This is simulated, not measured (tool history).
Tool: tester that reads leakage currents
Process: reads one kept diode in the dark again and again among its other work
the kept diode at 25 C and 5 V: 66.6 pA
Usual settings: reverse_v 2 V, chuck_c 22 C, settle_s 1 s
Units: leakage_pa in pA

Run 1, hour 0: usual settings. Result: leakage_pa 37.42 pA.
Run 2, hour 147.8: usual settings. Result: leakage_pa 37.27 pA.
Run 3, hour 308.8: usual settings. Result: leakage_pa 37 pA.
At hour 435.6: probe card cleaned and baked.
Run 4, hour 475.3: usual settings. Result: leakage_pa 34.28 pA.
Run 5, hour 644.2: usual settings. Result: leakage_pa 34.03 pA.
Run 6, hour 793.7: usual settings. Result: leakage_pa 33.99 pA.
Run 7, hour 984.7: usual settings. Result: leakage_pa 33.38 pA.
Run 8, hour 1140.8: usual settings. Result: leakage_pa 33.19 pA.
Run 9, hour 1334.9: usual settings. Result: leakage_pa 33.13 pA.
Run 10, hour 1461.9: usual settings. Result: leakage_pa 33.15 pA.
Run 11, hour 1680.3: usual settings. Result: leakage_pa 32.55 pA.
At hour 1737.2: tester calibrated.
Run 12, hour 1820.9: usual settings. Result: leakage_pa 32.88 pA.
Run 13, hour 2015.1: usual settings. Result: leakage_pa 32.64 pA.
Run 14, hour 2207.3: usual settings. Result: leakage_pa 32.2 pA.
Run 15, hour 2406: usual settings. Result: leakage_pa 32.05 pA.
Run 16, hour 2537: usual settings. Result: leakage_pa 31.8 pA.
Run 17, hour 2699.9: usual settings. Result: leakage_pa 31.63 pA.
At hour 2902.9: probe card cleaned and baked.
Run 18, hour 2935.1: usual settings but reverse_v 11.77 V. Result: leakage_pa 58.69 pA.
Run 19, hour 3163.8: usual settings but reverse_v 14.07 V, chuck_c 45 C, settle_s 1.64 s. Result: leakage_pa 411.11 pA.
At hour 3212.3: chuck's temperature calibrated.
Run 20, hour 3343.6: usual settings but reverse_v 8.73 V, chuck_c 45 C, settle_s 1.72 s. Result: leakage_pa 419.67 pA.
Run 21, hour 3445.3: usual settings but reverse_v 13.19 V, chuck_c 45 C, settle_s 4.79 s. Result: leakage_pa 486.77 pA.
Run 22, hour 3566.8: usual settings but reverse_v 13.19 V, chuck_c 45 C, settle_s 4.79 s. Result: leakage_pa 484.83 pA.
Run 23, hour 3673.5: usual settings but reverse_v 16.92 V, chuck_c 45 C, settle_s 1.15 s. Result: leakage_pa 533.64 pA.
Run 24, hour 3898.8: usual settings but reverse_v 5.43 V, chuck_c 25 C, settle_s 1.15 s. Result: leakage_pa 68.8 pA.
Run 25, hour 4045.1: usual settings but reverse_v 5.41 V, chuck_c 37 C. Result: leakage_pa 181.7 pA.
Run 26, hour 4243.6: usual settings but reverse_v 1.43 V, settle_s 6.24 s. Result: leakage_pa 30.6 pA.
Run 27, hour 4464.6: usual settings but chuck_c 50 C, settle_s 0.4 s. Result: leakage_pa 328.09 pA.
Run 28, hour 4591: usual settings but reverse_v 5.39 V, chuck_c 50 C, settle_s 1.51 s. Result: leakage_pa 472.6 pA.
Run 29, hour 4808.4: usual settings but reverse_v 5.39 V, chuck_c 50 C, settle_s 1.51 s. Result: leakage_pa 467.43 pA.
Run 30, hour 5018.1: usual settings but reverse_v 14.06 V, chuck_c 32 C, settle_s 7.85 s. Result: leakage_pa 171.09 pA.
Run 31, hour 5229: usual settings but reverse_v 14.06 V, chuck_c 21 C, settle_s 7.85 s. Result: leakage_pa 74.28 pA.
Run 32, hour 5341.5: usual settings but reverse_v 9.76 V, settle_s 2.11 s. Result: leakage_pa 67.47 pA.
At hour 5366: probe card cleaned and baked.
Run 33, hour 5512.6: usual settings but reverse_v 1.42 V, chuck_c 29 C. Result: leakage_pa 50.09 pA.
Run 34, hour 5691: usual settings but reverse_v 8.12 V, chuck_c 21 C, settle_s 2.54 s. Result: leakage_pa 48.99 pA.
Run 35, hour 5809.7: usual settings but reverse_v 8.12 V, chuck_c 21 C, settle_s 7.75 s. Result: leakage_pa 48.43 pA.

Forecast each of these 5 alternatives for the next run:
Run A, hour 6039.6: usual settings but chuck_c 21 C, settle_s 0.44 s. Result: leakage_pa ?.
Run B, hour 6039.6: usual settings but reverse_v 3.89 V, chuck_c 51 C, settle_s 7.75 s. Result: leakage_pa ?.
Run C, hour 6039.6: usual settings but reverse_v 12.76 V, chuck_c 30 C, settle_s 0.58 s. Result: leakage_pa ?.
Run D, hour 6039.6: usual settings but reverse_v 17.53 V, settle_s 6.81 s. Result: leakage_pa ?.
Run E, hour 6039.6: usual settings but reverse_v 9.61 V, chuck_c 35 C, settle_s 0.71 s. Result: leakage_pa ?.

run  leakage_pa
  A       28.43
  B      411.07
  C      127.36
  D       73.26
  E      169.26
Without the tool's hidden state the same runs would have given:
run  leakage_pa
  A       33.88
  B      483.75
  C      148.71
  D       83.07
  E      199.47
